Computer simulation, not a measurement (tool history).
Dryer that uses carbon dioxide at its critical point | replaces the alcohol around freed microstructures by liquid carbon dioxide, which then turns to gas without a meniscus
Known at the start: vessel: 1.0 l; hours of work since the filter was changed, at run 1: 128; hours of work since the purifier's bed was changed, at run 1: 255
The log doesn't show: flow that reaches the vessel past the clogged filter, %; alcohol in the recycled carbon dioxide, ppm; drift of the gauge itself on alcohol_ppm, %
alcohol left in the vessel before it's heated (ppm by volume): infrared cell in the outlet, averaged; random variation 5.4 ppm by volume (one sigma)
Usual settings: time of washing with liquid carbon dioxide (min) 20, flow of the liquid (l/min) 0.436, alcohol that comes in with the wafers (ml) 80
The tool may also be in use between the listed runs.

run,hour,time of washing with liquid carbon dioxide (min),flow of the liquid (l/min),alcohol that comes in with the wafers (ml),hours of work since the filter was changed,hours of work since the purifier's bed was changed,alcohol left in the vessel before it's heated (ppm by volume)
1,0,20,0.436,80,128,255,233
2,56.9,20,0.404,80,154,281,354
3,115.7,14,0.404,80,181,308,1606
4,144.7,31,0.436,80,194,321,98
5,172.6,31,0.436,80,207,334,98
6,218,20,0.269,80,227,355,2015
7,254.9,20,0.269,80,244,371,2068
8,306.2,20,0.269,80,267,395,2156
9,359.6,20,0.292,80,292,419,1630
10,393.8,20,0.436,95,307,435,402
11,426.5,20,0.436,95,322,449,399
12,454.6,20,0.436,29,335,462,212
13,503.5,20,0.436,80,357,484,384
14,537.5,20,0.436,80,373,500,393
15,597.5,20,0.436,80,400,527,426
# hour 633.9: inlet filter changed
16,649.9,20,0.436,80,7,551,285
17,695.5,20,0.436,80,28,571,297
18,753.3,20,0.436,98,54,598,334
19,813.4,20,0.436,98,82,625,363
20,870.1,20,0.436,80,107,651,335
21,915.1,20,0.436,80,128,671,337
22,966.6,20,0.436,80,151,695,364
23,1020,20,0.414,80,176,719,432
# hour 1035.6: purifier's bed changed
24,1053.9,20,0.436,37,190,8,93
25,1107.5,20,0.436,37,214,33,100
26,1142.9,20,0.436,21,230,49,71
27,1198.9,20,0.436,114,256,74,331
28,1226.2,24,0.291,64,268,87,595
29,1259.1,24,0.291,64,283,102,615
30,1311.8,13,0.417,34,307,126,941
31,1366.6,13,0.436,80,332,151,1903
32,1399.3,13,0.436,80,347,165,1926
33,1423.9,13,0.436,80,358,177,1930
34,1452.1,18,0.563,21,371,189,86
35,1498.3,28,0.502,80,392,210,63
36,1528.7,15,0.53,80,406,224,509
# hour 1550.4: inlet filter changed
37,1556.1,16,0.678,38,3,236,83
38,1601.1,13,0.434,65,23,257,1065
39,1640.5,20,0.436,40,41,275,159
40,1689,23,0.436,32,63,297,119
41,1731.1,30,0.523,63,82,316,88
42,1780.2,20,0.284,97,105,338,1780

The same runs without the tool's hidden state, with the same run-to-run variation:
run,alcohol left in the vessel before it's heated (ppm by volume)
1,126
2,208
3,1204
4,9
5,7
6,1454
7,1465
8,1487
9,1043
10,164
11,152
12,54
13,129
14,125
15,137
16,128
17,132
18,153
19,162
20,128
21,116
22,129
23,171
24,61
25,58
26,37
27,187
28,370
29,370
30,617
31,1200
32,1192
33,1176
34,17
35,0
36,217
37,18
38,955
39,78
40,32
41,0
42,1463
